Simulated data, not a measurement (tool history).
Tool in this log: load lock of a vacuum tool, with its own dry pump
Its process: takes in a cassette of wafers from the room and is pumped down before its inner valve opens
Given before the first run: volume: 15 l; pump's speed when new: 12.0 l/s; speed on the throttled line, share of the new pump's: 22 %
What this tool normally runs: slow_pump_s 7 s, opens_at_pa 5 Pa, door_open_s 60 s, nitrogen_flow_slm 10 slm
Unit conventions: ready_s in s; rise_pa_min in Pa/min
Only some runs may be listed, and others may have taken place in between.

| run | hour | slow_pump_s | opens_at_pa | door_open_s | nitrogen_flow_slm | incoming humidity of the room's air, % | ready_s | rise_pa_min |
|---|---|---|---|---|---|---|---|---|
| 1 | 0.0 | 7 | 5 | 60 | 10 | 43.4 | 17.8 | 0.053 |
| 2 | 382.2 | 7 | 5 | 40 | 10 | 42.8 | 18.5 | 0.049 |
| 3 | 573.1 | 7 | 5 | 40 | 10 | 45.0 | 18.3 | 0.050 |
| 4 | 909.5 | 7 | 5 | 40 | 10 | 45.1 | 18.0 | 0.052 |
| 5 | 1242.7 | 7 | 5 | 61 | 10 | 43.9 | 17.9 | 0.054 |
| 6 | 1461.8 | 7 | 5 | 60 | 10 | 42.5 | 18.1 | 0.055 |
| 7 | 1856.6 | 7 | 8 | 60 | 10 | 49.6 | 17.2 | 0.061 |
| 8 | 2094.3 | 7 | 8 | 60 | 10 | 45.3 | 17.6 | 0.056 |
| 9 | 2318.1 | 7 | 8 | 60 | 10 | 45.3 | 16.8 | 0.061 |
| 10 | 2570.2 | 7 | 5 | 60 | 5 | 45.6 | 18.1 | 0.065 |
| 11 | 2827.6 | 7 | 5 | 60 | 10 | 46.0 | 18.1 | 0.059 |
| 12 | 3085.0 | 7 | 5 | 60 | 10 | 47.9 | 17.8 | 0.058 |
| 13 | 3358.8 | 11 | 5 | 60 | 36 | 46.1 | 21.4 | 0.033 |
| 14 | 3660.7 | 4 | 5 | 57 | 37 | 45.9 | 15.7 | 0.040 |
| 15 | 4019.1 | 4 | 6 | 57 | 37 | 46.7 | 14.9 | 0.039 |
| 16 | 4224.3 | 7 | 5 | 60 | 14 | 46.1 | 18.4 | 0.050 |
| 17 | 4532.1 | 7 | 5 | 159 | 5 | 43.5 | 18.0 | 0.079 |
| 18 | 4755.3 | 7 | 8 | 211 | 43 | 45.9 | 17.9 | 0.046 |
| 19 | 5026.7 | 7 | 5 | 52 | 18 | 45.2 | 17.9 | 0.049 |
| 20 | 5232.0 | 7 | 5 | 41 | 10 | 42.3 | 17.9 | 0.048 |

What if the next run were any one of these 3? Each begins from the tool's condition after run 20:
| A | 5421.3 | 7 | 6 | 160 | 7 | 42.9 | ? | ? |
| B | 5421.3 | 11 | 5 | 60 | 10 | 46.4 | ? | ? |
| C | 5421.3 | 6 | 5 | 41 | 10 | 46.7 | ? | ? |

| run | ready_s | rise_pa_min |
|---|---|---|
| A | 17.4 | 0.078 |
| B | 20.9 | 0.060 |
| C | 17.1 | 0.056 |
Without the tool's unlogged condition, the same runs would have read:
| run | ready_s | rise_pa_min |
|---|---|---|
| A | 17.4 | 0.077 |
| B | 20.9 | 0.059 |
| C | 17.1 | 0.055 |
